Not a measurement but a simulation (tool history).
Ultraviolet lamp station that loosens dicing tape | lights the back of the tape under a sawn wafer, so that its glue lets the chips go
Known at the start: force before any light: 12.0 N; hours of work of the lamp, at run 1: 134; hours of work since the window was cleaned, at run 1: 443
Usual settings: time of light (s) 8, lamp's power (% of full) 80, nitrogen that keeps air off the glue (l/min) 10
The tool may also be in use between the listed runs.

run	hour	time of light (s)	lamp's power (% of full)	nitrogen that keeps air off the glue (l/min)	hours of work of the lamp	hours of work since the window was cleaned	force that peels the tape off (N)	light that reached the tape (J/m2)
1	0	8	80	10	134	443	0.689	3940
# hour 43.4: window cleaned of glue's vapour
2	43.8	8	80	10	153	0	0.789	3670
3	91	8	80	10	174	21	0.797	3680
4	126.4	8	80	10	190	37	0.805	3580
5	170.2	8	80	10	210	56	0.851	3620
6	204.3	8	80	10	225	72	0.828	3590
7	230.9	8	80	10	237	83	0.84	3580

Forecast run 8:
8	274.3	8	82	4	256	103	?	?

force that peels the tape off (N): 1.87
light that reached the tape (J/m2): 3600
Without the tool's hidden state the same run would have given force that peels the tape off (N) 1.211, light that reached the tape (J/m2) 4510.

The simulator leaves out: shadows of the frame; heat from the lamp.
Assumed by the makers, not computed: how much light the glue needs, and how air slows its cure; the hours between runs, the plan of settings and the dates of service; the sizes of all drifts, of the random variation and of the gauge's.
